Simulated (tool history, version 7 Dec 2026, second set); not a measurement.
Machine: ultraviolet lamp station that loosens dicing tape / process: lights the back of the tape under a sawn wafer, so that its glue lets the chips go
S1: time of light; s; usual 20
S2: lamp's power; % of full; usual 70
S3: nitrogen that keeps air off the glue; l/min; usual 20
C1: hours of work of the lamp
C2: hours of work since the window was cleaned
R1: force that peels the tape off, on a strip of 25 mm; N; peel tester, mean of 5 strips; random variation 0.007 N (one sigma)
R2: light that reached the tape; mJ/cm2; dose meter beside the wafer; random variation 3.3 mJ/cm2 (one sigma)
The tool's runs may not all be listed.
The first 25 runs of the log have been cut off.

run 26 hour=289.7 | S1=31 S2=70 S3=25 | C1=171 C2=193 | R1=0.124 R2=693
run 27 hour=297.6 | S1=31 S2=70 S3=25 | C1=175 C2=197 | R1=0.126 R2=698
run 28 hour=305.9 | S1=14 S2=98 S3=25 | C1=179 C2=201 | R1=0.337 R2=436
run 29 hour=316.1 | S1=23 S2=69 S3=20 | C1=185 C2=207 | R1=0.271 R2=500
run 30 hour=322.7 | S1=23 S2=69 S3=20 | C1=188 C2=210 | R1=0.28 R2=499
run 31 hour=329.2 | S1=17 S2=66 S3=20 | C1=191 C2=213 | R1=0.654 R2=353
run 32 hour=336.2 | S1=20 S2=87 S3=10 | C1=195 C2=217 | R1=0.361 R2=543
run 33 hour=348.5 | S1=13 S2=89 S3=10 | C1=201 C2=224 | R1=0.933 R2=359
run 34 hour=355.6 | S1=19 S2=69 S3=20 | C1=205 C2=227 | R1=0.443 R2=407
run 35 hour=362.4 | S1=19 S2=86 S3=20 | C1=209 C2=231 | R1=0.273 R2=504
run 36 hour=375.9 | S1=22 S2=65 S3=7 | C1=216 C2=238 | R1=0.818 R2=434
run 37 hour=390.3 | S1=22 S2=65 S3=7 | C1=223 C2=245 | R1=0.785 R2=435
run 38 hour=401.8 | S1=20 S2=88 S3=20 | C1=229 C2=251 | R1=0.244 R2=535
run 39 hour=413 | S1=20 S2=88 S3=20 | C1=235 C2=257 | R1=0.239 R2=529
-- hour=426.7 window cleaned of glue's vapour
run 40 hour=426.7 | S1=18 S2=91 S3=20 | C1=242 C2=0 | R1=0.184 R2=581

Expected results for the next run?
run 41 hour=436.5 | S1=18 S2=91 S3=20 | C1=247 C2=5 | R1=? R2=?

Run 41 gave R1 0.181 N, R2 572 mJ/cm2.
With the hidden condition absent and the run-to-run variation left alone, this run would have shown R1 0.159 N, R2 605 mJ/cm2.
